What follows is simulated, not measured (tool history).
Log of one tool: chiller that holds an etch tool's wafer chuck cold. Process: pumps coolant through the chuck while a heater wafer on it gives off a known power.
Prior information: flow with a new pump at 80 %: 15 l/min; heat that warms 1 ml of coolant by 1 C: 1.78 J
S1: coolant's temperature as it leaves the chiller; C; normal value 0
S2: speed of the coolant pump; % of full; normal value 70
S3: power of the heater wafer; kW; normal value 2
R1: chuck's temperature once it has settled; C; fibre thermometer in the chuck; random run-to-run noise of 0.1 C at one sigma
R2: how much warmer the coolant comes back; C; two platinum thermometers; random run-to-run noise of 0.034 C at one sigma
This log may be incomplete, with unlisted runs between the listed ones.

| run | hour | S1 | S2 | S3 | R1 | R2 |
|---|---|---|---|---|---|---|
| 1 | 0 | 0 | 70 | 2 | 20.6 | 5.12 |
| 2 | 94.3 | 0 | 70 | 1.091 | 11.3 | 2.81 |
| 3 | 184 | 0 | 70 | 1.091 | 11.5 | 2.76 |
| 4 | 299.8 | 0 | 70 | 1.532 | 16 | 3.97 |
| 5 | 422.4 | 0 | 70 | 1.532 | 15.7 | 3.92 |
| 6 | 586.9 | 0 | 70 | 1.532 | 15.9 | 3.89 |
| 7 | 721.3 | 0 | 70 | 2 | 21 | 5.06 |
| 8 | 877.8 | 0 | 73 | 2 | 20.3 | 4.84 |
| 9 | 1003.6 | 0 | 73 | 2 | 20.3 | 4.82 |
| 10 | 1082.3 | -9 | 70 | 2 | 11.6 | 5.01 |
| 11 | 1186.7 | 0 | 70 | 2 | 20.8 | 5.03 |
|  | 1274.4 | chiller's thermometer calibrated |
| 12 | 1348 | 0 | 70 | 2 | 20.8 | 5.07 |
| 13 | 1436.4 | 0 | 70 | 2 | 20.7 | 5 |
| 14 | 1544.3 | 0 | 70 | 2 | 20.9 | 4.91 |
| 15 | 1682.1 | 0 | 70 | 1.387 | 14.6 | 3.39 |
| 16 | 1792.1 | 0 | 70 | 1.387 | 14.6 | 3.44 |
| 17 | 1928.9 | 3 | 70 | 2.994 | 34 | 7.49 |
| 18 | 2015.3 | 10 | 93 | 2.184 | 29.3 | 3.99 |
| 19 | 2152.4 | 10 | 93 | 2.184 | 29.3 | 4.01 |
|  | 2274.2 | coolant changed, channels flushed |
| 20 | 2322.3 | 10 | 93 | 2.184 | 29.3 | 4 |
|  | 2353.9 | coolant pump overhauled |
| 21 | 2473.6 | 10 | 93 | 2.184 | 29.4 | 4.01 |
| 22 | 2603.1 | 8 | 70 | 2.1 | 29.6 | 5.17 |
| 23 | 2696.5 | 8 | 70 | 1.067 | 19.1 | 2.5 |
| 24 | 2846.9 | 8 | 70 | 1.067 | 19.1 | 2.42 |
| 25 | 2953.6 | 2 | 91 | 1.811 | 18.1 | 3.28 |
| 26 | 3096.5 | 2 | 91 | 1.812 | 18.3 | 3.26 |
| 27 | 3252.5 | 2 | 91 | 1.812 | 18.1 | 3.29 |
| 28 | 3361.4 | 0 | 88 | 1.068 | 9.8 | 1.84 |
| 29 | 3491.6 | -7 | 74 | 1.533 | 8.6 | 3.35 |

Forecast run 30:
| 30 | 3595 | 0 | 92 | 1.709 | ? | ? |

{"run 30": {"R1": 15.1, "R2": 2.98}}
The same run, on a tool lacking any hidden state, would have yielded R1 15.1 C, R2 3.33 C.
